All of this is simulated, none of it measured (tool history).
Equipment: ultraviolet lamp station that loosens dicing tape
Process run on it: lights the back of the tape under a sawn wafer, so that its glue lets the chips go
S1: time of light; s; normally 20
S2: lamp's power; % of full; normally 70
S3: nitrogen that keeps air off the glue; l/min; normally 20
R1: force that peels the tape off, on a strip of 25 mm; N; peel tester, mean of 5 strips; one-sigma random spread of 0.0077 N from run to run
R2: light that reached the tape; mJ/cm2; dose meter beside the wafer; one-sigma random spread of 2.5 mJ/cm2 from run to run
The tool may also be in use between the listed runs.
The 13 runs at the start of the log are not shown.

Run 14, hour 350.1: usual settings but S2 90 % of full. Result: R1 0.596 N, R2 220 mJ/cm2.
At hour 358.5: window cleaned of glue's vapour, once more.
Run 15, hour 377: usual settings but S2 90 % of full. Result: R1 0.461 N, R2 244 mJ/cm2.
Run 16, hour 414.8: usual settings. Result: R1 0.818 N, R2 184 mJ/cm2.
Run 17, hour 434: usual settings but S1 34 s. Result: R1 0.291 N, R2 310 mJ/cm2.
Run 18, hour 454.3: usual settings but S1 34 s. Result: R1 0.289 N, R2 309 mJ/cm2.
Run 19, hour 477.2: usual settings but S1 34 s. Result: R1 0.298 N, R2 302 mJ/cm2.
Run 20, hour 502: usual settings. Result: R1 0.903 N, R2 173 mJ/cm2.
Run 21, hour 525.6: usual settings. Result: R1 0.956 N, R2 171 mJ/cm2.
Run 22, hour 561.3: usual settings but S2 72 % of full, S3 16 l/min. Result: R1 1.166 N, R2 174 mJ/cm2.
Run 23, hour 597: usual settings but S2 72 % of full, S3 29 l/min. Result: R1 0.762 N, R2 169 mJ/cm2.
Run 24, hour 614.5: usual settings but S1 15 s, S2 78 % of full. Result: R1 1.466 N, R2 139 mJ/cm2.
Run 25, hour 648.1: usual settings but S2 85 % of full, S3 6 l/min. Result: R1 1.929 N, R2 191 mJ/cm2.
Run 26, hour 682.8: usual settings but S2 85 % of full, S3 6 l/min. Result: R1 2.141 N, R2 184 mJ/cm2.
At hour 685.8: lamp changed.
Run 27, hour 704.9: usual settings but S2 85 % of full, S3 6 l/min. Result: R1 0.619 N, R2 358 mJ/cm2.
Run 28, hour 724.1: usual settings but S2 79 % of full, S3 21 l/min. Result: R1 0.263 N, R2 329 mJ/cm2.
Run 29, hour 746.8: usual settings but S1 22 s. Result: R1 0.285 N, R2 321 mJ/cm2.
Run 30, hour 779.9: usual settings but S1 22 s. Result: R1 0.298 N, R2 312 mJ/cm2.
Run 31, hour 802.6: usual settings but S1 22 s, S2 73 % of full. Result: R1 0.273 N, R2 325 mJ/cm2.
Run 32, hour 833.1: usual settings but S3 15 l/min. Result: R1 0.469 N, R2 278 mJ/cm2.
Run 33, hour 866.1: usual settings but S3 15 l/min. Result: R1 0.483 N, R2 273 mJ/cm2.
Run 34, hour 902: usual settings but S3 15 l/min. Result: R1 0.492 N, R2 270 mJ/cm2.
Run 35, hour 938.6: usual settings but S3 15 l/min. Result: R1 0.508 N, R2 259 mJ/cm2.
Run 36, hour 969.3: usual settings but S3 15 l/min. Result: R1 0.53 N, R2 260 mJ/cm2.

Expected results for the next run?
Run 37, hour 990.3: usual settings but S1 16 s. Result: R1 ?, R2 ?.

{"run 37": {"R1": 0.649, "R2": 204}}
The same run, on a tool lacking any hidden state, would have yielded R1 0.444 N, R2 245 mJ/cm2.
